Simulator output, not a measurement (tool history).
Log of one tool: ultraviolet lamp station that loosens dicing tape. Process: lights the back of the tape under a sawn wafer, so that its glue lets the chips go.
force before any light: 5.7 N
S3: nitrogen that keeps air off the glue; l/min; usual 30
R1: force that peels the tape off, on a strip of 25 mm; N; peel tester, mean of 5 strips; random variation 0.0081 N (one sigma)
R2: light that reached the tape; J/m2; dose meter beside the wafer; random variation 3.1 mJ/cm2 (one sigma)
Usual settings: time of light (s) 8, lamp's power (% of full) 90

Run 1, hour 0.0: usual settings. Result: R1 0.503 N, R2 3840 J/m2.
Run 2, hour 51.0: usual settings. Result: R1 0.522 N, R2 3750 J/m2.
Run 3, hour 81.2: usual settings. Result: R1 0.542 N, R2 3720 J/m2.
At hour 84.0: window cleaned of glue's vapour.
Run 4, hour 119.8: usual settings. Result: R1 0.487 N, R2 3870 J/m2.
Run 5, hour 162.0: usual settings but time of light (s) 6. Result: R1 0.875 N, R2 2900 J/m2.
Run 6, hour 192.9: usual settings but time of light (s) 6. Result: R1 0.859 N, R2 2860 J/m2.
Run 7, hour 234.1: usual settings but time of light (s) 6. Result: R1 0.865 N, R2 2810 J/m2.
Run 8, hour 272.6: usual settings but time of light (s) 6. Result: R1 0.904 N, R2 2810 J/m2.
Run 9, hour 315.6: usual settings but time of light (s) 6. Result: R1 0.912 N, R2 2820 J/m2.
Run 10, hour 363.5: usual settings but time of light (s) 6, lamp's power (% of full) 66. Result: R1 1.489 N, R2 1970 J/m2.
Run 11, hour 403.9: usual settings but time of light (s) 6, lamp's power (% of full) 66. Result: R1 1.541 N, R2 1990 J/m2.
Run 12, hour 446.5: usual settings but time of light (s) 6, lamp's power (% of full) 66. Result: R1 1.530 N, R2 1990 J/m2.
Run 13, hour 478.2: usual settings. Result: R1 0.561 N, R2 3560 J/m2.
Run 14, hour 515.9: usual settings but lamp's power (% of full) 84. Result: R1 0.655 N, R2 3310 J/m2.
Run 15, hour 566.0: usual settings but lamp's power (% of full) 84. Result: R1 0.698 N, R2 3210 J/m2.
At hour 601.0: window cleaned of glue's vapour.
Run 16, hour 612.9: usual settings but lamp's power (% of full) 84. Result: R1 0.658 N, R2 3370 J/m2.
Run 17, hour 641.0: usual settings. Result: R1 0.557 N, R2 3620 J/m2.
Run 18, hour 671.2: usual settings. Result: R1 0.568 N, R2 3560 J/m2.
Run 19, hour 713.7: usual settings but lamp's power (% of full) 84. Result: R1 0.669 N, R2 3300 J/m2.
Run 20, hour 748.1: usual settings but lamp's power (% of full) 84. Result: R1 0.690 N, R2 3280 J/m2.
Run 21, hour 786.7: usual settings but lamp's power (% of full) 84. Result: R1 0.729 N, R2 3220 J/m2.
Run 22, hour 822.5: usual settings but lamp's power (% of full) 84, S3 14 l/min. Result: R1 1.196 N, R2 3250 J/m2.
Run 23, hour 865.0: usual settings but time of light (s) 6, lamp's power (% of full) 79, S3 43 l/min. Result: R1 1.107 N, R2 2240 J/m2.
Run 24, hour 896.6: usual settings but time of light (s) 6, lamp's power (% of full) 83, S3 54 l/min. Result: R1 0.926 N, R2 2360 J/m2.
Run 25, hour 931.6: usual settings but lamp's power (% of full) 78, S3 28 l/min. Result: R1 0.882 N, R2 2890 J/m2.
Run 26, hour 959.0: usual settings but time of light (s) 14, lamp's power (% of full) 65, S3 41 l/min. Result: R1 0.340 N, R2 4210 J/m2.
Run 27, hour 985.1: usual settings but time of light (s) 14, lamp's power (% of full) 65, S3 41 l/min. Result: R1 0.336 N, R2 4200 J/m2.
Run 28, hour 1011.1: usual settings but time of light (s) 14, lamp's power (% of full) 65, S3 41 l/min. Result: R1 0.335 N, R2 4130 J/m2.
Run 29, hour 1060.1: usual settings but time of light (s) 14, lamp's power (% of full) 65, S3 41 l/min. Result: R1 0.349 N, R2 4110 J/m2.
Run 30, hour 1083.3: usual settings but time of light (s) 11, S3 11 l/min. Result: R1 0.781 N, R2 4450 J/m2.
Run 31, hour 1110.9: usual settings but time of light (s) 11, S3 11 l/min. Result: R1 0.814 N, R2 4380 J/m2.
At hour 1119.6: window cleaned of glue's vapour.
Run 32, hour 1134.0: usual settings but time of light (s) 13, S3 47 l/min. Result: R1 0.176 N, R2 5500 J/m2.
Run 33, hour 1169.1: usual settings but time of light (s) 13, S3 11 l/min. Result: R1 0.519 N, R2 5480 J/m2.
Run 34, hour 1191.8: usual settings but time of light (s) 13, lamp's power (% of full) 76, S3 29 l/min. Result: R1 0.359 N, R2 4590 J/m2.
Run 35, hour 1221.1: usual settings but time of light (s) 15, lamp's power (% of full) 72, S3 59 l/min. Result: R1 0.200 N, R2 4950 J/m2.
Run 36, hour 1261.9: usual settings but time of light (s) 15, lamp's power (% of full) 72, S3 59 l/min. Result: R1 0.192 N, R2 4940 J/m2.
Run 37, hour 1296.0: usual settings but time of light (s) 15, lamp's power (% of full) 72, S3 59 l/min. Result: R1 0.199 N, R2 4900 J/m2.
Run 38, hour 1324.2: usual settings but time of light (s) 6, S3 51 l/min. Result: R1 0.871 N, R2 2410 J/m2.
At hour 1351.1: lamp changed.
Run 39, hour 1352.4: usual settings but time of light (s) 6, S3 51 l/min. Result: R1 0.451 N, R2 3450 J/m2.
Run 40, hour 1403.0: usual settings but lamp's power (% of full) 74. Result: R1 0.516 N, R2 3750 J/m2.
Run 41, hour 1435.4: usual settings but S3 11 l/min. Result: R1 0.769 N, R2 4550 J/m2.
Run 42, hour 1484.1: usual settings but lamp's power (% of full) 91, S3 24 l/min. Result: R1 0.418 N, R2 4510 J/m2.

Forecast each of these 4 alternatives for the next run:
Run A, hour 1516.8: usual settings but time of light (s) 6. Result: R1 ?, R2 ?.
Run B, hour 1516.8: usual settings but S3 44 l/min. Result: R1 ?, R2 ?.
Run C, hour 1516.8: usual settings but time of light (s) 11, lamp's power (% of full) 95, S3 24 l/min. Result: R1 ?, R2 ?.
Run D, hour 1516.8: usual settings but lamp's power (% of full) 74, S3 24 l/min. Result: R1 ?, R2 ?.

run     R1    R2
  A  0.667  3310
  B  0.272  4440
  C  0.216  6420
  D  0.658  3660
Without the tool's hidden state the same runs would have given:
run     R1    R2
  A  0.582  3560
  B  0.235  4770
  C  0.192  6890
  D  0.574  3930
